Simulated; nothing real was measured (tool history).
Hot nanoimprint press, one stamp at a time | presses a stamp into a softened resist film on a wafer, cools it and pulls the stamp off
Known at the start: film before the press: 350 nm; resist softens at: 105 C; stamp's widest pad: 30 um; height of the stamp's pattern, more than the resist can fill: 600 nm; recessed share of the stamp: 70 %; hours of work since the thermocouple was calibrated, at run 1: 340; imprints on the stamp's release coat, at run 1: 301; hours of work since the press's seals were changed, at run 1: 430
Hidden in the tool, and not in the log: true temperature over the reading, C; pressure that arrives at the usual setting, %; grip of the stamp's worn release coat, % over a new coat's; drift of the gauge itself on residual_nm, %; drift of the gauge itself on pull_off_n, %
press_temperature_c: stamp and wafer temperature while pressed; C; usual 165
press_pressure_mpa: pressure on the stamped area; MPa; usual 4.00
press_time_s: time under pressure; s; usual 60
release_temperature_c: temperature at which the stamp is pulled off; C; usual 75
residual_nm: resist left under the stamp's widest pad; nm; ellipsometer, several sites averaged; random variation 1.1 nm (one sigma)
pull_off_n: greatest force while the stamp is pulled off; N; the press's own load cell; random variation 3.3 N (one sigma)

run	hour	press_temperature_c	press_pressure_mpa	press_time_s	release_temperature_c	hours of work since the thermocouple was calibrated	imprints on the stamp's release coat	hours of work since the press's seals were changed	residual_nm	pull_off_n
1	0.0	165	4.00	60	75	340	301	430	185.8	172
# hour 38.3: plate thermocouple calibrated
2	60.5	165	4.00	63	75	12	415	462	190.9	176
3	106.3	165	4.00	63	75	38	505	487	189.2	177
4	195.3	165	4.00	63	75	87	682	537	189.6	185
5	235.7	165	4.00	60	75	110	762	559	189.2	182
6	321.3	165	4.00	60	75	157	932	607	190.4	185
7	382.9	158	3.06	66	65	192	1054	641	246.4	205
8	437.1	158	4.99	66	77	222	1162	671	213.6	187
# hour 504.0: press's hydraulic seals changed and the load cell set to zero
9	525.9	161	6.33	60	64	267	1322	12	174.6	219
10	587.5	161	6.33	60	64	301	1444	46	173.9	215
11	656.0	161	6.33	60	64	339	1580	85	174.5	222
# hour 694.9: plate thermocouple calibrated
12	703.5	165	4.00	65	67	5	1669	109	186.7	223

Hidden state at the last listed run before each entry between runs and at the first one after, where it differs:
Between runs 1 and 2: plate thermocouple calibrated (hour 38.3)
  true temperature over the reading, C: 1.83 -> 0.12; pressure that arrives at the usual setting, %: 96.41 -> 96.14; grip of the stamp's worn release coat, % over a new coat's: 2.8 -> 3.9
  measured less the result without the state, residual_nm: -8.6 -> +2.1 nm; pull_off_n: +2 -> +7 N
Between runs 8 and 9: press's hydraulic seals changed and the load cell set to zero (hour 504.0)
  true temperature over the reading, C: 1.14 -> 1.36; pressure that arrives at the usual setting, %: 94.39 -> 100.02; grip of the stamp's worn release coat, % over a new coat's: 11.2 -> 12.7
  measured less the result without the state, residual_nm: -2.8 -> -8.8 nm; pull_off_n: +17 -> +23 N
Between runs 11 and 12: plate thermocouple calibrated (hour 694.9)
  true temperature over the reading, C: 1.69 -> 0.22; pressure that arrives at the usual setting, %: 99.4 -> 99.19; grip of the stamp's worn release coat, % over a new coat's: 15.3 -> 16.2
  measured less the result without the state, residual_nm: -10.3 -> -0.8 nm; pull_off_n: +26 -> +31 N
